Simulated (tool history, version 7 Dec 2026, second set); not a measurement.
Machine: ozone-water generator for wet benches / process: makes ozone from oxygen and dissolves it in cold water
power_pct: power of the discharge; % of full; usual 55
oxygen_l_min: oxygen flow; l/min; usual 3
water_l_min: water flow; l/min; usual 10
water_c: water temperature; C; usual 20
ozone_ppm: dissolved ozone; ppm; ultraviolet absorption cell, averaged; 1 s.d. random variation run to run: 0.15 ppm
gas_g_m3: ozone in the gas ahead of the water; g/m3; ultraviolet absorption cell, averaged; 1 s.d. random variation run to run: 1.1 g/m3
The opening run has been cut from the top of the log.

{"run": 2, "hour": 35.8, "power_pct": 56, "oxygen_l_min": 3, "water_l_min": 10, "water_c": 20, "ozone_ppm": 17.8, "gas_g_m3": 194.1}
{"run": 3, "hour": 62.7, "power_pct": 56, "oxygen_l_min": 3, "water_l_min": 10, "water_c": 20, "ozone_ppm": 17.4, "gas_g_m3": 195.9}
{"run": 4, "hour": 83.6, "power_pct": 56, "oxygen_l_min": 2.42, "water_l_min": 10, "water_c": 20, "ozone_ppm": 17.9, "gas_g_m3": 219.1}
{"run": 5, "hour": 114.2, "power_pct": 56, "oxygen_l_min": 2.42, "water_l_min": 10, "water_c": 20, "ozone_ppm": 18, "gas_g_m3": 219.9}
{"run": 6, "hour": 133.4, "power_pct": 99, "oxygen_l_min": 2.42, "water_l_min": 10, "water_c": 20, "ozone_ppm": 24.1, "gas_g_m3": 297.4}
{"run": 7, "hour": 166.7, "power_pct": 99, "oxygen_l_min": 2.42, "water_l_min": 10, "water_c": 20, "ozone_ppm": 24, "gas_g_m3": 301.2}
{"run": 8, "hour": 197.2, "power_pct": 99, "oxygen_l_min": 2.42, "water_l_min": 13, "water_c": 20, "ozone_ppm": 18.3, "gas_g_m3": 294.7}
{"run": 9, "hour": 223.8, "power_pct": 99, "oxygen_l_min": 2.42, "water_l_min": 13, "water_c": 20, "ozone_ppm": 18.3, "gas_g_m3": 295.8}
{"run": 10, "hour": 252.5, "power_pct": 99, "oxygen_l_min": 2.42, "water_l_min": 13, "water_c": 20, "ozone_ppm": 18.3, "gas_g_m3": 294.8}
{"run": 11, "hour": 284.1, "power_pct": 99, "oxygen_l_min": 2.42, "water_l_min": 13, "water_c": 20, "ozone_ppm": 18.2, "gas_g_m3": 298}
{"run": 12, "hour": 308.3, "power_pct": 99, "oxygen_l_min": 2.42, "water_l_min": 13, "water_c": 20, "ozone_ppm": 18.1, "gas_g_m3": 295.3}
{"run": 13, "hour": 329.3, "power_pct": 55, "oxygen_l_min": 3, "water_l_min": 10, "water_c": 20, "ozone_ppm": 17.5, "gas_g_m3": 193.6}
{"run": 14, "hour": 344.2, "power_pct": 55, "oxygen_l_min": 3, "water_l_min": 10, "water_c": 20, "ozone_ppm": 17.5, "gas_g_m3": 192.5}
{"run": 15, "hour": 378.4, "power_pct": 55, "oxygen_l_min": 3, "water_l_min": 10, "water_c": 20, "ozone_ppm": 17.2, "gas_g_m3": 193.9}
{"run": 16, "hour": 396.2, "power_pct": 55, "oxygen_l_min": 3, "water_l_min": 10, "water_c": 20, "ozone_ppm": 17.4, "gas_g_m3": 192.7}
{"run": 17, "hour": 430.9, "power_pct": 55, "oxygen_l_min": 3, "water_l_min": 15, "water_c": 20, "ozone_ppm": 11.6, "gas_g_m3": 194.3}
{"run": 18, "hour": 450.0, "power_pct": 84, "oxygen_l_min": 3, "water_l_min": 10, "water_c": 25, "ozone_ppm": 20.1, "gas_g_m3": 242}
{"run": 19, "hour": 466.7, "power_pct": 48, "oxygen_l_min": 5.08, "water_l_min": 8, "water_c": 25, "ozone_ppm": 16.4, "gas_g_m3": 131.9}

Run 20 is up next; what results do you expect?
{"run": 20, "hour": 485.2, "power_pct": 78, "oxygen_l_min": 3.57, "water_l_min": 10, "water_c": 20, "ozone_ppm": "?", "gas_g_m3": "?"}

{"run 20": {"ozone_ppm": 20.8, "gas_g_m3": 212.6}}
The same run, on a tool lacking any hidden state, would have yielded ozone_ppm 21.5 ppm, gas_g_m3 218.4 g/m3.

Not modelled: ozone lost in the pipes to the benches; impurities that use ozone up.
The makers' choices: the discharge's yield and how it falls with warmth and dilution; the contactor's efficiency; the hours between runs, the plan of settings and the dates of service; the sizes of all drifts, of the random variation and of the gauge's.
